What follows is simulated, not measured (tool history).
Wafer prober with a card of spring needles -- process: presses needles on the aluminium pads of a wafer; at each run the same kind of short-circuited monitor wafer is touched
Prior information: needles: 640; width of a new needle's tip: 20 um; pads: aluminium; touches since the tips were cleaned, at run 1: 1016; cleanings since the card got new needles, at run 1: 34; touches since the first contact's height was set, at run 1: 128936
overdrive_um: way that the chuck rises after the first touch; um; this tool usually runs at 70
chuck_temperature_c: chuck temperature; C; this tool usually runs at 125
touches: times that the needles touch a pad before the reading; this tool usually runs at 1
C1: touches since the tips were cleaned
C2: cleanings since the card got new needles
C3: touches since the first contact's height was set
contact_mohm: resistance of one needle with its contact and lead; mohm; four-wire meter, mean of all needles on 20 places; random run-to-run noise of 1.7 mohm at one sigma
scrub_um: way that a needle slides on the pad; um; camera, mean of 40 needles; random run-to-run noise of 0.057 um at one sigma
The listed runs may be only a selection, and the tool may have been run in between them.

{"run": 1, "hour": 0.0, "overdrive_um": 70, "chuck_temperature_c": 125, "touches": 1, "C1": 1016, "C2": 34, "C3": 128936, "contact_mohm": 173, "scrub_um": 18.47}
{"hour": 4.8, "done": "tips cleaned on abrasive film"}
{"run": 2, "hour": 9.5, "overdrive_um": 70, "chuck_temperature_c": 125, "touches": 1, "C1": 2162, "C2": 35, "C3": 133235, "contact_mohm": 174, "scrub_um": 18.45}
{"hour": 13.0, "done": "tips cleaned on abrasive film"}
{"run": 3, "hour": 18.7, "overdrive_um": 70, "chuck_temperature_c": 125, "touches": 1, "C1": 2568, "C2": 36, "C3": 137379, "contact_mohm": 172, "scrub_um": 18.45}
{"hour": 20.9, "done": "tips cleaned on abrasive film"}
{"hour": 27.9, "done": "tips cleaned on abrasive film"}
{"run": 4, "hour": 32.3, "overdrive_um": 70, "chuck_temperature_c": 125, "touches": 1, "C1": 2020, "C2": 38, "C3": 143513, "contact_mohm": 171, "scrub_um": 18.55}
{"hour": 35.2, "done": "tips cleaned on abrasive film"}
{"hour": 42.5, "done": "tips cleaned on abrasive film"}
{"run": 5, "hour": 42.5, "overdrive_um": 65, "chuck_temperature_c": 125, "touches": 1, "C1": 0, "C2": 40, "C3": 148110, "contact_mohm": 175, "scrub_um": 17.32}
{"hour": 49.5, "done": "tips cleaned on abrasive film"}
{"hour": 56.9, "done": "tips cleaned on abrasive film"}
{"run": 6, "hour": 58.3, "overdrive_um": 70, "chuck_temperature_c": 125, "touches": 1, "C1": 624, "C2": 42, "C3": 155240, "contact_mohm": 174, "scrub_um": 18.67}
{"hour": 64.7, "done": "tips cleaned on abrasive film"}
{"run": 7, "hour": 67.0, "overdrive_um": 70, "chuck_temperature_c": 125, "touches": 1, "C1": 1068, "C2": 43, "C3": 159170, "contact_mohm": 174, "scrub_um": 18.65}
{"hour": 72.5, "done": "tips cleaned on abrasive film"}
{"run": 8, "hour": 79.2, "overdrive_um": 70, "chuck_temperature_c": 125, "touches": 3, "C1": 3045, "C2": 44, "C3": 164696, "contact_mohm": 173, "scrub_um": 18.64}
{"hour": 80.2, "done": "tips cleaned on abrasive film"}
{"run": 9, "hour": 87.0, "overdrive_um": 70, "chuck_temperature_c": 125, "touches": 3, "C1": 3111, "C2": 45, "C3": 168229, "contact_mohm": 171, "scrub_um": 18.66}
{"hour": 88.3, "done": "tips cleaned on abrasive film"}
{"hour": 96.1, "done": "tips cleaned on abrasive film"}
{"run": 10, "hour": 100.6, "overdrive_um": 70, "chuck_temperature_c": 125, "touches": 3, "C1": 2052, "C2": 47, "C3": 174363, "contact_mohm": 169, "scrub_um": 18.6}
{"hour": 103.8, "done": "tips cleaned on abrasive film"}
{"run": 11, "hour": 109.0, "overdrive_um": 70, "chuck_temperature_c": 125, "touches": 3, "C1": 2374, "C2": 48, "C3": 178141, "contact_mohm": 168, "scrub_um": 18.65}
{"hour": 111.2, "done": "tips cleaned on abrasive film"}
{"hour": 118.5, "done": "tips cleaned on abrasive film"}
{"run": 12, "hour": 121.1, "overdrive_um": 70, "chuck_temperature_c": 54, "touches": 1, "C1": 1188, "C2": 50, "C3": 183600, "contact_mohm": 161, "scrub_um": 18.65}
{"hour": 125.6, "done": "tips cleaned on abrasive film"}
{"run": 13, "hour": 129.7, "overdrive_um": 50, "chuck_temperature_c": 125, "touches": 3, "C1": 1870, "C2": 51, "C3": 187488, "contact_mohm": 181, "scrub_um": 13.35}

Expected results for the next run?
{"hour": 133.0, "done": "tips cleaned on abrasive film"}
{"hour": 140.6, "done": "tips cleaned on abrasive film"}
{"run": 14, "hour": 142.6, "overdrive_um": 71, "chuck_temperature_c": 125, "touches": 2, "C1": 876, "C2": 53, "C3": 193270, "contact_mohm": "?", "scrub_um": "?"}

contact_mohm: 173 mohm
scrub_um: 18.84 um
If the tool had no hidden condition, the same run with the same run-to-run variation would have returned contact_mohm 173 mohm, scrub_um 18.66 um.
